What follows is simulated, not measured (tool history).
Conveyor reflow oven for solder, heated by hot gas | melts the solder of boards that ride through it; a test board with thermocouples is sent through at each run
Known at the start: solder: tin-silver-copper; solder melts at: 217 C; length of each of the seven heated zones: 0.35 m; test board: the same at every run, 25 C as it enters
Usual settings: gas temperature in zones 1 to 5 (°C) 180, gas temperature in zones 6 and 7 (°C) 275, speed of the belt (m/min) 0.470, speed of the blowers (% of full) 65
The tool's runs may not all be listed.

| run | hour | gas temperature in zones 1 to 5 (°C) | gas temperature in zones 6 and 7 (°C) | speed of the belt (m/min) | speed of the blowers (% of full) | highest temperature of the board (°C) | time above the solder's melting point (s) |
|---|---|---|---|---|---|---|---|
| 1 | 0.0 | 180 | 275 | 0.470 | 65 | 263.4 | 78.5 |
| 2 | 4.4 | 176 | 275 | 0.470 | 65 | 262.6 | 76.4 |
| 3 | 12.3 | 176 | 275 | 0.470 | 65 | 262.4 | 76.5 |
|  | 20.8 | flux residue cleaned out of gas plates and filters |
| 4 | 22.7 | 176 | 275 | 0.470 | 65 | 264.3 | 78.2 |
| 5 | 29.8 | 176 | 275 | 0.470 | 65 | 264.0 | 77.7 |
|  | 34.6 | belt drive overhauled, speed set with a stopwatch |
| 6 | 39.6 | 176 | 275 | 0.470 | 65 | 264.0 | 77.8 |
| 7 | 44.6 | 180 | 275 | 0.470 | 65 | 264.2 | 79.5 |
| 8 | 53.0 | 180 | 275 | 0.470 | 64 | 264.4 | 79.4 |
| 9 | 60.2 | 172 | 264 | 0.470 | 65 | 253.7 | 69.0 |
|  | 73.7 | belt drive overhauled, speed set with a stopwatch, once more |
| 10 | 73.8 | 180 | 272 | 0.498 | 88 | 264.8 | 74.2 |
| 11 | 79.1 | 180 | 277 | 0.470 | 68 | 266.7 | 79.9 |
| 12 | 87.0 | 180 | 277 | 0.470 | 68 | 266.7 | 80.3 |

Run 13 comes next. What will it give?
| 13 | 96.8 | 180 | 277 | 0.470 | 68 | ? | ? |

{"run 13": {"highest temperature of the board (°C)": 266.9, "time above the solder's melting point (s)": 80.1}}
Without the tool's hidden state the same run would have given highest temperature of the board (°C) 265.8, time above the solder's melting point (s) 79.5.

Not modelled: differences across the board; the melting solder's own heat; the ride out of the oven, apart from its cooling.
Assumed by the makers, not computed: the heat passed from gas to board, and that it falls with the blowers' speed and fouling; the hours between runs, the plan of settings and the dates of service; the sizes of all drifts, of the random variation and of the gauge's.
